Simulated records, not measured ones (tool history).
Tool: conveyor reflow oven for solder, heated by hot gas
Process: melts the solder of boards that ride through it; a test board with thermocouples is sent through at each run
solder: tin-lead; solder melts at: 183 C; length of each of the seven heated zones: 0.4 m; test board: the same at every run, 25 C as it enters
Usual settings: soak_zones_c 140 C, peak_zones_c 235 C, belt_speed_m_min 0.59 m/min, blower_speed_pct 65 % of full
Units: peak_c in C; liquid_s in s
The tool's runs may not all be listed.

{"run": 1, "hour": 0.0, "soak_zones_c": 140, "peak_zones_c": 235, "belt_speed_m_min": 0.59, "blower_speed_pct": 65, "peak_c": 215.1, "liquid_s": 59.1}
{"run": 2, "hour": 5.8, "soak_zones_c": 140, "peak_zones_c": 235, "belt_speed_m_min": 0.59, "blower_speed_pct": 66, "peak_c": 215.6, "liquid_s": 59.4}
{"run": 3, "hour": 14.4, "soak_zones_c": 140, "peak_zones_c": 235, "belt_speed_m_min": 0.59, "blower_speed_pct": 66, "peak_c": 215.1, "liquid_s": 59.2}
{"run": 4, "hour": 24.9, "soak_zones_c": 140, "peak_zones_c": 235, "belt_speed_m_min": 0.59, "blower_speed_pct": 66, "peak_c": 215.1, "liquid_s": 59.2}
{"run": 5, "hour": 33.4, "soak_zones_c": 140, "peak_zones_c": 235, "belt_speed_m_min": 0.59, "blower_speed_pct": 89, "peak_c": 220.8, "liquid_s": 64.3}
{"run": 6, "hour": 38.8, "soak_zones_c": 140, "peak_zones_c": 235, "belt_speed_m_min": 0.59, "blower_speed_pct": 62, "peak_c": 214.1, "liquid_s": 57.6}
{"run": 7, "hour": 45.6, "soak_zones_c": 140, "peak_zones_c": 235, "belt_speed_m_min": 0.59, "blower_speed_pct": 65, "peak_c": 215.1, "liquid_s": 58.8}
{"run": 8, "hour": 54.4, "soak_zones_c": 140, "peak_zones_c": 235, "belt_speed_m_min": 0.59, "blower_speed_pct": 65, "peak_c": 215, "liquid_s": 58.8}
{"run": 9, "hour": 64.5, "soak_zones_c": 140, "peak_zones_c": 235, "belt_speed_m_min": 0.59, "blower_speed_pct": 65, "peak_c": 215.3, "liquid_s": 58.7}
{"run": 10, "hour": 74.4, "soak_zones_c": 140, "peak_zones_c": 235, "belt_speed_m_min": 0.59, "blower_speed_pct": 65, "peak_c": 214.9, "liquid_s": 58.8}
{"run": 11, "hour": 82.4, "soak_zones_c": 140, "peak_zones_c": 235, "belt_speed_m_min": 0.6, "blower_speed_pct": 65, "peak_c": 214.3, "liquid_s": 57.3}
{"run": 12, "hour": 88.1, "soak_zones_c": 140, "peak_zones_c": 238, "belt_speed_m_min": 0.6, "blower_speed_pct": 65, "peak_c": 216.6, "liquid_s": 59.4}
{"run": 13, "hour": 98.6, "soak_zones_c": 140, "peak_zones_c": 238, "belt_speed_m_min": 0.704, "blower_speed_pct": 65, "peak_c": 210.1, "liquid_s": 43.7}
{"run": 14, "hour": 104.7, "soak_zones_c": 140, "peak_zones_c": 238, "belt_speed_m_min": 0.704, "blower_speed_pct": 53, "peak_c": 205.1, "liquid_s": 37.7}
{"run": 15, "hour": 115.5, "soak_zones_c": 140, "peak_zones_c": 238, "belt_speed_m_min": 0.704, "blower_speed_pct": 53, "peak_c": 204.8, "liquid_s": 37.8}
{"run": 16, "hour": 126.4, "soak_zones_c": 140, "peak_zones_c": 238, "belt_speed_m_min": 0.704, "blower_speed_pct": 53, "peak_c": 204.9, "liquid_s": 37.6}
{"hour": 134.2, "done": "thermocouples of zones 6 and 7 changed"}
{"run": 17, "hour": 140.3, "soak_zones_c": 135, "peak_zones_c": 246, "belt_speed_m_min": 0.595, "blower_speed_pct": 53, "peak_c": 216.9, "liquid_s": 57.3}
{"run": 18, "hour": 148.0, "soak_zones_c": 147, "peak_zones_c": 247, "belt_speed_m_min": 0.612, "blower_speed_pct": 70, "peak_c": 225.4, "liquid_s": 67.9}
{"run": 19, "hour": 154.9, "soak_zones_c": 140, "peak_zones_c": 235, "belt_speed_m_min": 0.641, "blower_speed_pct": 53, "peak_c": 206.2, "liquid_s": 43.6}
{"run": 20, "hour": 166.4, "soak_zones_c": 139, "peak_zones_c": 235, "belt_speed_m_min": 0.59, "blower_speed_pct": 52, "peak_c": 209.1, "liquid_s": 51.5}
{"run": 21, "hour": 177.1, "soak_zones_c": 140, "peak_zones_c": 235, "belt_speed_m_min": 0.59, "blower_speed_pct": 87, "peak_c": 219.1, "liquid_s": 63.3}
{"hour": 187.5, "done": "flux residue cleaned out of gas plates and filters"}
{"run": 22, "hour": 190.9, "soak_zones_c": 139, "peak_zones_c": 235, "belt_speed_m_min": 0.655, "blower_speed_pct": 65, "peak_c": 212.6, "liquid_s": 50}
{"run": 23, "hour": 198.5, "soak_zones_c": 139, "peak_zones_c": 235, "belt_speed_m_min": 0.655, "blower_speed_pct": 65, "peak_c": 212.2, "liquid_s": 49.9}
{"run": 24, "hour": 208.2, "soak_zones_c": 140, "peak_zones_c": 235, "belt_speed_m_min": 0.477, "blower_speed_pct": 85, "peak_c": 227.1, "liquid_s": 86.6}
{"run": 25, "hour": 215.8, "soak_zones_c": 140, "peak_zones_c": 235, "belt_speed_m_min": 0.477, "blower_speed_pct": 85, "peak_c": 227, "liquid_s": 86.5}
{"run": 26, "hour": 226.5, "soak_zones_c": 140, "peak_zones_c": 235, "belt_speed_m_min": 0.477, "blower_speed_pct": 85, "peak_c": 226.8, "liquid_s": 87.1}
{"run": 27, "hour": 238.6, "soak_zones_c": 127, "peak_zones_c": 235, "belt_speed_m_min": 0.662, "blower_speed_pct": 84, "peak_c": 214.9, "liquid_s": 49.2}
{"run": 28, "hour": 245.4, "soak_zones_c": 127, "peak_zones_c": 235, "belt_speed_m_min": 0.662, "blower_speed_pct": 84, "peak_c": 215, "liquid_s": 48.7}
{"run": 29, "hour": 253.7, "soak_zones_c": 127, "peak_zones_c": 235, "belt_speed_m_min": 0.662, "blower_speed_pct": 84, "peak_c": 214.9, "liquid_s": 48.7}
{"run": 30, "hour": 263.3, "soak_zones_c": 127, "peak_zones_c": 242, "belt_speed_m_min": 0.59, "blower_speed_pct": 65, "peak_c": 219.4, "liquid_s": 58.5}
{"run": 31, "hour": 272.6, "soak_zones_c": 127, "peak_zones_c": 242, "belt_speed_m_min": 0.59, "blower_speed_pct": 65, "peak_c": 219.6, "liquid_s": 58.3}

Forecast each of these 4 alternatives for the next run:
{"run": "A", "hour": 279.5, "soak_zones_c": 127, "peak_zones_c": 240, "belt_speed_m_min": 0.578, "blower_speed_pct": 65, "peak_c": "?", "liquid_s": "?"}
{"run": "B", "hour": 279.5, "soak_zones_c": 148, "peak_zones_c": 242, "belt_speed_m_min": 0.599, "blower_speed_pct": 79, "peak_c": "?", "liquid_s": "?"}
{"run": "C", "hour": 279.5, "soak_zones_c": 127, "peak_zones_c": 241, "belt_speed_m_min": 0.59, "blower_speed_pct": 79, "peak_c": "?", "liquid_s": "?"}
{"run": "D", "hour": 279.5, "soak_zones_c": 140, "peak_zones_c": 246, "belt_speed_m_min": 0.59, "blower_speed_pct": 65, "peak_c": "?", "liquid_s": "?"}

run=A peak_c=218.3 liquid_s=59.2
run=B peak_c=226.8 liquid_s=70.9
run=C peak_c=223.2 liquid_s=61.5
run=D peak_c=225.6 liquid_s=68.1
Without the tool's hidden state the same runs would have given:
run=A peak_c=217.6 liquid_s=58.3
run=B peak_c=226.2 liquid_s=70.1
run=C peak_c=222.6 liquid_s=60.8
run=D peak_c=224.9 liquid_s=67.2

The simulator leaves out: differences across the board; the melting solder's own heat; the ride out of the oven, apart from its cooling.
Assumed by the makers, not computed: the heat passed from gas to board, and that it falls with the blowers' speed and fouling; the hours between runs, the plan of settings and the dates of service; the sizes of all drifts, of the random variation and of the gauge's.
